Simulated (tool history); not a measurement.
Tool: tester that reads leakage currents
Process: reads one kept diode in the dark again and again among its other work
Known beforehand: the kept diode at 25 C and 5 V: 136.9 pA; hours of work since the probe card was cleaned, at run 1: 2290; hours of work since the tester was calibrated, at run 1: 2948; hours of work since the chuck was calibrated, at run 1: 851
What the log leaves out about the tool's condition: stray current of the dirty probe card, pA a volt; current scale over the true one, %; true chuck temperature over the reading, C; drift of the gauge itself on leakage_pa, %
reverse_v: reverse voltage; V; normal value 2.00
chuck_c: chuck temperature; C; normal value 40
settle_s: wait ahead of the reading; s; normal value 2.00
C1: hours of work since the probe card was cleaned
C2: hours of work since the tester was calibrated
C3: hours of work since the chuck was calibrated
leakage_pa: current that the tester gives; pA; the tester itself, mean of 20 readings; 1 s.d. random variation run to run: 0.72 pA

Run 1, hour 0.0: usual settings; C1 2290; C2 2948; C3 851. Result: leakage_pa 263.81 pA.
At hour 47.3: probe card cleaned and baked.
Run 2, hour 146.9: usual settings; C1 56; C2 3029; C3 932. Result: leakage_pa 263.26 pA.
Run 3, hour 235.1: usual settings but settle_s 0.89 s; C1 106; C2 3079; C3 981. Result: leakage_pa 265.14 pA.
Run 4, hour 383.3: usual settings but settle_s 0.89 s; C1 189; C2 3162; C3 1065. Result: leakage_pa 265.68 pA.
Run 5, hour 487.1: usual settings but settle_s 0.89 s; C1 247; C2 3221; C3 1123. Result: leakage_pa 266.23 pA.
At hour 632.6: chuck's temperature calibrated.
Run 6, hour 639.7: usual settings but settle_s 0.89 s; C1 332; C2 3305; C3 4. Result: leakage_pa 243.32 pA.
Run 7, hour 783.4: usual settings but settle_s 1.27 s; C1 413; C2 3386; C3 85. Result: leakage_pa 243.77 pA.
Run 8, hour 941.2: usual settings but settle_s 1.27 s; C1 502; C2 3475; C3 174. Result: leakage_pa 245.95 pA.
Run 9, hour 1106.7: usual settings but settle_s 1.27 s; C1 595; C2 3568; C3 267. Result: leakage_pa 247.74 pA.
Run 10, hour 1223.0: usual settings but settle_s 1.27 s; C1 660; C2 3633; C3 332. Result: leakage_pa 248.33 pA.
Run 11, hour 1407.6: usual settings but settle_s 1.27 s; C1 764; C2 3737; C3 436. Result: leakage_pa 252.76 pA.
Run 12, hour 1597.4: usual settings but settle_s 1.27 s; C1 871; C2 3844; C3 543. Result: leakage_pa 253.90 pA.
Run 13, hour 1725.4: usual settings but chuck_c 53 C; C1 943; C2 3916; C3 615. Result: leakage_pa 597.83 pA.
Run 14, hour 1833.1: usual settings but chuck_c 53 C; C1 1003; C2 3977; C3 675. Result: leakage_pa 601.67 pA.
At hour 1988.6: tester calibrated.
Run 15, hour 1988.6: usual settings; C1 1090; C2 0; C3 762. Result: leakage_pa 260.01 pA.
Run 16, hour 2185.2: usual settings but reverse_v 7.04 V; C1 1200; C2 111; C3 872. Result: leakage_pa 547.67 pA.
Run 17, hour 2332.1: usual settings; C1 1283; C2 193; C3 955. Result: leakage_pa 265.23 pA.
Run 18, hour 2452.0: usual settings; C1 1350; C2 261; C3 1022. Result: leakage_pa 266.47 pA.
At hour 2602.3: tester calibrated, once more.
Run 19, hour 2602.3: usual settings; C1 1434; C2 0; C3 1106. Result: leakage_pa 265.44 pA.
At hour 2772.8: chuck's temperature calibrated.
Run 20, hour 2795.6: usual settings; C1 1541; C2 108; C3 13. Result: leakage_pa 240.52 pA.
Run 21, hour 2882.2: usual settings but reverse_v 6.44 V, chuck_c 28 C; C1 1590; C2 156; C3 62. Result: leakage_pa 209.18 pA.
Run 22, hour 2982.3: usual settings but reverse_v 6.44 V, chuck_c 41 C, settle_s 3.52 s; C1 1646; C2 213; C3 118. Result: leakage_pa 516.37 pA.
Run 23, hour 3070.7: usual settings but chuck_c 55 C, settle_s 8.47 s; C1 1696; C2 262; C3 168. Result: leakage_pa 647.59 pA.
Run 24, hour 3253.0: usual settings but chuck_c 55 C, settle_s 8.61 s; C1 1799; C2 365; C3 270. Result: leakage_pa 652.27 pA.
Run 25, hour 3339.4: usual settings but chuck_c 23 C, settle_s 0.62 s; C1 1847; C2 413; C3 319. Result: leakage_pa 75.26 pA.
Run 26, hour 3540.7: usual settings but reverse_v 15.29 V, chuck_c 39 C, settle_s 5.32 s; C1 1960; C2 527; C3 432. Result: leakage_pa 768.84 pA.
Run 27, hour 3682.0: usual settings but reverse_v 4.36 V, chuck_c 55 C, settle_s 1.29 s; C1 2040; C2 606; C3 511. Result: leakage_pa 1047.30 pA.
Run 28, hour 3811.8: usual settings but reverse_v 7.35 V, chuck_c 36 C; C1 2113; C2 679; C3 584. Result: leakage_pa 414.46 pA.
Run 29, hour 3917.7: usual settings but reverse_v 2.04 V, chuck_c 21 C, settle_s 0.47 s; C1 2173; C2 739; C3 644. Result: leakage_pa 68.56 pA.
Run 30, hour 4033.0: usual settings but reverse_v 13.94 V, chuck_c 34 C, settle_s 1.45 s; C1 2237; C2 804; C3 709. Result: leakage_pa 539.80 pA.
At hour 4170.2: probe card cleaned and baked.
Run 31, hour 4219.0: usual settings but reverse_v 13.94 V, chuck_c 34 C, settle_s 1.45 s; C1 27; C2 907; C3 812. Result: leakage_pa 518.99 pA.
Run 32, hour 4344.2: usual settings but reverse_v 4.81 V, chuck_c 29 C, settle_s 2.29 s; C1 98; C2 977; C3 882. Result: leakage_pa 196.62 pA.
Run 33, hour 4447.9: usual settings but reverse_v 4.81 V, chuck_c 29 C, settle_s 2.29 s; C1 156; C2 1035; C3 940. Result: leakage_pa 198.30 pA.
Run 34, hour 4538.0: usual settings but reverse_v 5.67 V, settle_s 2.68 s; C1 207; C2 1086; C3 991. Result: leakage_pa 475.15 pA.
Run 35, hour 4649.3: usual settings but reverse_v 1.95 V, chuck_c 59 C, settle_s 3.12 s; C1 270; C2 1149; C3 1054. Result: leakage_pa 861.39 pA.
Run 36, hour 4857.6: usual settings but reverse_v 1.09 V, chuck_c 59 C, settle_s 3.12 s; C1 387; C2 1266; C3 1171. Result: leakage_pa 626.44 pA.
At hour 4917.7: chuck's temperature calibrated.
Run 37, hour 5033.3: usual settings but reverse_v 3.30 V, chuck_c 53 C, settle_s 1.15 s; C1 484; C2 1363; C3 65. Result: leakage_pa 755.50 pA.
Run 38, hour 5191.9: usual settings but reverse_v 1.79 V, chuck_c 43 C, settle_s 4.37 s; C1 574; C2 1453; C3 154. Result: leakage_pa 278.66 pA.
Run 39, hour 5339.7: usual settings but reverse_v 16.85 V, chuck_c 28 C, settle_s 0.70 s; C1 657; C2 1536; C3 237. Result: leakage_pa 370.56 pA.

How the hidden state differs across the entries between the runs, from the last listed run before each to the first after it:
Between runs 1 and 2: probe card cleaned and baked (hour 47.3)
  stray current of the dirty probe card, pA a volt: 1.759 -> 0.074; current scale over the true one, %: 0.68 -> 0.69; true chuck temperature over the reading, C: 1.21 -> 1.31
  measured minus no-state result, leakage_pa: +25.83 -> +24.24 pA
Between runs 5 and 6: chuck's temperature calibrated (hour 632.6)
  stray current of the dirty probe card, pA a volt: 0.212 -> 0.275; current scale over the true one, %: 0.73 -> 0.75; true chuck temperature over the reading, C: 1.54 -> 0.06
  measured minus no-state result, leakage_pa: +28.55 -> +3.37 pA
Between runs 14 and 15: tester calibrated (hour 1988.6)
  stray current of the dirty probe card, pA a volt: 0.793 -> 0.858; current scale over the true one, %: 0.89 -> 1.22; true chuck temperature over the reading, C: 0.89 -> 1
  measured minus no-state result, leakage_pa: +39.34 -> +21.65 pA
Between runs 18 and 19: tester calibrated, once more (hour 2602.3)
  stray current of the dirty probe card, pA a volt: 1.048 -> 1.11; current scale over the true one, %: 1.28 -> 0.09; true chuck temperature over the reading, C: 1.32 -> 1.41
  measured minus no-state result, leakage_pa: +27.87 -> +26.59 pA
Between runs 19 and 20: chuck's temperature calibrated (hour 2772.8)
  stray current of the dirty probe card, pA a volt: 1.11 -> 1.19; current scale over the true one, %: 0.09 -> 0.11; true chuck temperature over the reading, C: 1.41 -> 0.01
  measured minus no-state result, leakage_pa: +26.59 -> +2.79 pA
Between runs 30 and 31: probe card cleaned and baked (hour 4170.2)
  stray current of the dirty probe card, pA a volt: 1.719 -> 0.044; current scale over the true one, %: 0.25 -> 0.27; true chuck temperature over the reading, C: 0.85 -> 0.97
  measured minus no-state result, leakage_pa: +55.04 -> +36.00 pA
Between runs 36 and 37: chuck's temperature calibrated (hour 4917.7)
  stray current of the dirty probe card, pA a volt: 0.304 -> 0.374; current scale over the true one, %: 0.34 -> 0.37; true chuck temperature over the reading, C: 1.41 -> 0.07
  measured minus no-state result, leakage_pa: +53.60 -> +7.47 pA
